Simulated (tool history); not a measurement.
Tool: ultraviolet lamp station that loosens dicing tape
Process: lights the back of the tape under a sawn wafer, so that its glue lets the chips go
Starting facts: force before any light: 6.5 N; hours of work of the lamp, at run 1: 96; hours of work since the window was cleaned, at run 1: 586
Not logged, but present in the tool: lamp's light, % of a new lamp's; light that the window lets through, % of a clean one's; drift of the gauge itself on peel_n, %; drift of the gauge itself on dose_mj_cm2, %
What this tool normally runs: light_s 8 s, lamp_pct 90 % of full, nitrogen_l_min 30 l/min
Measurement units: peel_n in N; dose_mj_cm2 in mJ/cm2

run,hour,light_s,lamp_pct,nitrogen_l_min,hours of work of the lamp,hours of work since the window was cleaned,peel_n,dose_mj_cm2
1,0.0,8,90,30,96,586,0.900,571
2,35.0,8,90,30,124,614,0.917,570
3,60.1,8,90,30,144,633,0.961,564
4,95.8,8,60,30,173,662,1.761,367
# hour 115.5: window cleaned of glue's vapour
5,119.5,8,60,30,191,3,1.874,356
6,136.7,8,60,30,205,17,1.767,353
7,178.5,8,60,30,238,50,1.965,343
8,217.5,8,60,30,269,81,1.959,338
# hour 256.2: window cleaned of glue's vapour, once more
9,259.2,8,90,10,302,2,1.475,626
10,284.3,6,90,30,322,22,1.276,472
11,304.4,8,90,30,337,38,0.776,625
12,328.7,8,90,30,357,58,0.797,619
13,366.8,8,90,30,387,88,0.798,614
14,398.5,8,90,30,412,113,0.822,606
15,426.8,8,90,30,435,136,0.830,600
16,467.6,8,90,30,467,168,0.875,595
17,495.4,5,90,17,489,190,2.153,364
18,526.4,8,86,36,514,215,0.871,551
19,554.5,8,86,36,536,237,0.868,548
20,577.6,5,72,19,555,255,2.736,283
21,614.6,5,72,19,584,285,2.726,281
22,635.5,5,72,19,601,301,2.801,281
23,657.9,5,72,19,618,319,2.784,280
24,690.7,10,76,28,644,345,0.916,574
25,732.5,10,85,28,678,378,0.787,641
26,754.2,10,85,28,695,396,0.797,634
27,773.8,14,84,28,710,411,0.430,863
28,794.6,4,84,12,727,428,3.334,246
29,822.6,9,68,37,749,450,1.217,445
30,840.6,8,90,16,764,464,1.524,519
31,858.4,8,90,16,778,478,1.508,513
32,896.4,8,90,16,808,509,1.522,510

Selected run-to-run steps in peel_n, each split into two signed amounts: the part the tool would show with no hidden state at all (from settings, incoming material and random variation), and the remainder, which goes to the hidden state together with any gauge scatter not common to the measured and the hidden-state-free results:
Run 8 -> 9: lamp_pct 60 -> 90, nitrogen_l_min 30 -> 10, window cleaned of glue's vapour, once more. peel_n -0.484 N: hidden state -0.460, all else -0.024.
Run 19 -> 20: light_s 8 -> 5, lamp_pct 86 -> 72, nitrogen_l_min 36 -> 19. peel_n +1.868 N: hidden state +0.177, all else +1.691.
Run 27 -> 28: light_s 14 -> 4, nitrogen_l_min 28 -> 12. peel_n +2.904 N: hidden state +0.384, all else +2.520.
Run 28 -> 29: light_s 4 -> 9, lamp_pct 84 -> 68, nitrogen_l_min 12 -> 37. peel_n -2.117 N: hidden state -0.110, all else -2.007.
